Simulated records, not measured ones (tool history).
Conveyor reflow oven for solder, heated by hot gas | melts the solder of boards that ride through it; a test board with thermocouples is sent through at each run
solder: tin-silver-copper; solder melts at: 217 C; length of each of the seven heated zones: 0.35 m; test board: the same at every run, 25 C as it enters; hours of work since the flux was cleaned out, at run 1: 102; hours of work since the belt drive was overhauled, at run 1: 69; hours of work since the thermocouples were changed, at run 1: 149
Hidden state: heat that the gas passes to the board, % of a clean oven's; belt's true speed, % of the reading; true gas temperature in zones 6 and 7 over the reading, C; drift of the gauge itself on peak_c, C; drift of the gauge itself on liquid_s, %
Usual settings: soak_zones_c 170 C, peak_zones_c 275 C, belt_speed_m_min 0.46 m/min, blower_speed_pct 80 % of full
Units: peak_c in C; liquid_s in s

run	hour	soak_zones_c	peak_zones_c	belt_speed_m_min	blower_speed_pct	hours of work since the flux was cleaned out	hours of work since the belt drive was overhauled	hours of work since the thermocouples were changed	peak_c	liquid_s
1	0	170	275	0.46	80	102	69	149	262.9	75.6
2	28.7	170	275	0.46	80	121	88	168	262.6	75.5
3	58.2	170	275	0.46	80	141	108	188	262.4	75.9
4	79.3	170	275	0.46	80	155	122	202	262.2	74.9
# hour 89.9: flux residue cleaned out of gas plates and filters
5	121.5	170	275	0.46	80	21	147	227	263.4	76.8
6	140.7	170	289	0.46	80	34	160	239	276.6	83.7
7	177.5	170	289	0.46	80	58	184	264	276.5	83.7
8	214.4	170	289	0.46	80	83	209	289	276.4	83.8
9	251.9	170	289	0.46	80	108	234	314	276.3	83
10	284.7	170	289	0.46	80	130	256	335	276	84
# hour 332.1: flux residue cleaned out of gas plates and filters
11	332.1	170	283	0.46	80	0	284	364	271.7	81.2
12	361.5	170	275	0.46	80	20	304	383	263.7	77.3
13	390.3	170	275	0.46	80	39	323	403	263.8	77.5
14	408.1	170	275	0.46	80	51	335	414	263.8	77.3
15	450.4	170	275	0.46	80	79	363	443	263.6	77
16	473.7	170	275	0.405	52	94	379	458	262.3	86.3
17	491.7	170	275	0.46	73	107	391	470	262	76
18	533.3	170	275	0.46	73	134	418	498	262.1	76
19	555	165	275	0.467	73	149	433	513	261.3	72.2
# hour 574.6: flux residue cleaned out of gas plates and filters
20	596.6	175	275	0.46	75	15	457	537	264.3	80.1
# hour 604.4: belt drive overhauled, speed set with a stopwatch
21	629.2	175	275	0.526	59	34	17	556	257.4	64.2
# hour 667.9: belt drive overhauled, speed set with a stopwatch, once more
22	675.6	175	275	0.526	59	62	5	584	256.4	62.6
23	709.6	175	275	0.526	59	85	28	607	256.3	62.7
24	735.8	159	275	0.46	51	102	45	625	256.1	66
25	772.4	170	275	0.531	80	127	70	649	259.1	62.8
26	800.4	157	268	0.545	51	145	88	668	242	41.2
# hour 826: flux residue cleaned out of gas plates and filters
27	835.6	157	268	0.545	51	6	109	688	243.7	43.5
28	865.1	155	283	0.392	51	26	128	708	269.3	88.4
29	883.4	158	288	0.442	67	38	141	720	274.2	82

Forecast each of these 5 alternatives for the next run:
A	925.7	170	284	0.46	59	67	169	748	?	?
B	925.7	158	266	0.49	76	67	169	748	?	?
C	925.7	185	275	0.46	53	67	169	748	?	?
D	925.7	170	275	0.46	54	67	169	748	?	?
E	925.7	158	265	0.442	67	67	169	748	?	?

run	peak_c	liquid_s
A	268.9	78.4
B	251.6	59.8
C	261.4	80.7
D	259.1	72.7
E	252.5	67
Without the tool's hidden state the same runs would have given:
run	peak_c	liquid_s
A	268.5	77.7
B	251.4	59.4
C	261	80
D	258.8	72.1
E	252.2	66.5

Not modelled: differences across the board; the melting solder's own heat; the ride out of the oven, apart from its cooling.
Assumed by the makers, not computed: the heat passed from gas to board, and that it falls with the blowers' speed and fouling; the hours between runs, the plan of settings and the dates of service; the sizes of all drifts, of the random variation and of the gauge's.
